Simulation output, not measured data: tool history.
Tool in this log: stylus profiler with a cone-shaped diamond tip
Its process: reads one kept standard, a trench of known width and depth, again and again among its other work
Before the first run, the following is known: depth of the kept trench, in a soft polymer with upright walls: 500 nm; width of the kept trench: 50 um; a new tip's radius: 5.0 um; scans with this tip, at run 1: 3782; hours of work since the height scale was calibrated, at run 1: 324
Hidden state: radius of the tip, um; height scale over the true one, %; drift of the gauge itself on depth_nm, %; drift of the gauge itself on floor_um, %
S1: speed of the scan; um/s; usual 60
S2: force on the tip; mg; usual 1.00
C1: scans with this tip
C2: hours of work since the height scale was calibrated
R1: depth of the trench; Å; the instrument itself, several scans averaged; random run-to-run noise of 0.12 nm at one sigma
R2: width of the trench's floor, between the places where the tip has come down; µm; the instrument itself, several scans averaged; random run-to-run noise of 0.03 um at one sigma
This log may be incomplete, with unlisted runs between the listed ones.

run,hour,S1,S2,C1,C2,R1,R2
1,0.0,60,1.00,3782,324,5018.0,45.14
2,15.0,60,1.00,3901,334,5016.8,45.24
3,25.8,60,1.00,3986,341,5017.1,45.23
4,46.2,127,1.00,4147,355,5015.7,44.67
5,63.0,144,1.00,4279,366,5017.5,44.57
6,78.9,144,1.00,4405,377,5016.8,44.58
7,95.8,135,1.00,4538,388,5015.8,44.65
8,108.9,81,1.00,4642,397,5017.0,45.07
9,127.1,81,1.00,4786,410,5018.6,45.05
10,141.4,83,1.00,4898,419,5016.6,45.00
11,160.8,83,1.00,5051,432,5017.1,44.99
12,170.9,83,1.00,5131,439,5015.7,45.03
13,191.7,83,1.00,5295,453,5016.2,45.06
14,205.4,83,1.00,5403,462,5016.0,45.06
15,215.6,60,1.00,5484,469,5015.5,45.21
16,226.7,60,1.00,5571,477,5017.5,45.17
17,241.8,50,1.18,5691,487,5018.3,45.31
18,264.6,182,0.83,5871,502,5015.3,44.19
19,280.5,182,0.83,5996,513,5015.1,44.24
20,298.8,34,2.74,6141,525,5031.0,45.51
21,321.2,34,2.74,6317,541,5031.0,45.47
22,336.5,57,2.87,6438,551,5032.9,45.38
23,356.1,57,2.87,6593,564,5033.5,45.38
24,376.4,57,2.87,6753,578,5033.6,45.38
25,387.2,90,0.43,6838,585,5010.5,44.69
26,399.3,18,0.38,6934,593,5007.4,45.38
27,410.9,22,1.00,7025,601,5016.6,45.52
28,429.4,22,1.00,7171,614,5018.3,45.52
29,447.3,104,1.00,7313,626,5016.5,44.92
30,467.5,68,1.00,7472,639,5016.4,45.14
31,477.5,68,1.00,7551,646,5017.6,45.13
32,492.6,201,0.73,7670,656,5014.2,43.98

3 ways to go on from here, each from the tool as it stands after run 32. What would each give?
A,515.3,57,0.73,7849,672,?,?
B,515.3,31,0.99,7849,672,?,?
C,515.3,238,1.24,7849,672,?,?

run,R1,R2
A,5012.5,45.15
B,5018.7,45.41
C,5018.0,44.12
With the hidden condition removed and each run's random variation left untouched, the same runs would have given:
run,R1,R2
A,5012.4,45.16
B,5018.5,45.43
C,5017.8,44.13
